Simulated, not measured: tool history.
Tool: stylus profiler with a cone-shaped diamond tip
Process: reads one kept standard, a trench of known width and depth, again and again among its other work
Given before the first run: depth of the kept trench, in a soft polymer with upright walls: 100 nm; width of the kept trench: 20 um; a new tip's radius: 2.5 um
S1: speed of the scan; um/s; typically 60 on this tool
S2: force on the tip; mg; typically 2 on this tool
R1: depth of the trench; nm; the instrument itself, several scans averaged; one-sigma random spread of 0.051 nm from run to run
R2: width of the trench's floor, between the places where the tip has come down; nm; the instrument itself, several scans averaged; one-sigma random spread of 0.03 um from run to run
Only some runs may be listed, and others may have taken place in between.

run 1 hour=0 | S1=60 S2=2 | R1=100.98 R2=18410
run 2 hour=53.7 | S1=38 S2=2 | R1=101.06 R2=18530
run 3 hour=106.6 | S1=38 S2=2 | R1=101.08 R2=18560
run 4 hour=201.3 | S1=38 S2=2 | R1=101.03 R2=18520
run 5 hour=274.3 | S1=60 S2=2 | R1=101.01 R2=18420
run 6 hour=327.9 | S1=192 S2=2 | R1=101.05 R2=18190
run 7 hour=410.8 | S1=40 S2=2 | R1=101 R2=18540
run 8 hour=479.1 | S1=40 S2=2 | R1=100.9 R2=18450
run 9 hour=574.9 | S1=26 S2=0.74 | R1=100.57 R2=18450
run 10 hour=623.4 | S1=61 S2=2.07 | R1=101.05 R2=18480
run 11 hour=702.1 | S1=61 S2=2.07 | R1=101 R2=18480
run 12 hour=798.1 | S1=74 S2=1.35 | R1=100.71 R2=18350
run 13 hour=883.8 | S1=74 S2=1.35 | R1=100.8 R2=18390
run 14 hour=969.1 | S1=54 S2=1.71 | R1=100.87 R2=18440
run 15 hour=1026.3 | S1=53 S2=2.06 | R1=101.11 R2=18440
run 16 hour=1074.1 | S1=23 S2=2.76 | R1=101.22 R2=18540

Each row is a separate what-if for the run after 16, all from the same tool condition, not one after another. Results?
run A hour=1123.1 | S1=106 S2=2 | R1=? R2=?
run B hour=1123.1 | S1=71 S2=2.26 | R1=? R2=?
run C hour=1123.1 | S1=157 S2=2.82 | R1=? R2=?
run D hour=1123.1 | S1=107 S2=0.99 | R1=? R2=?
run E hour=1123.1 | S1=87 S2=1.19 | R1=? R2=?

run=A R1=101.02 R2=18370
run=B R1=101.14 R2=18450
run=C R1=101.25 R2=18260
run=D R1=100.51 R2=18280
run=E R1=100.73 R2=18320
Had the tool no hidden state, the same runs would have come out as:
run=A R1=101.03 R2=18390
run=B R1=101.14 R2=18470
run=C R1=101.25 R2=18280
run=D R1=100.51 R2=18300
run=E R1=100.73 R2=18340
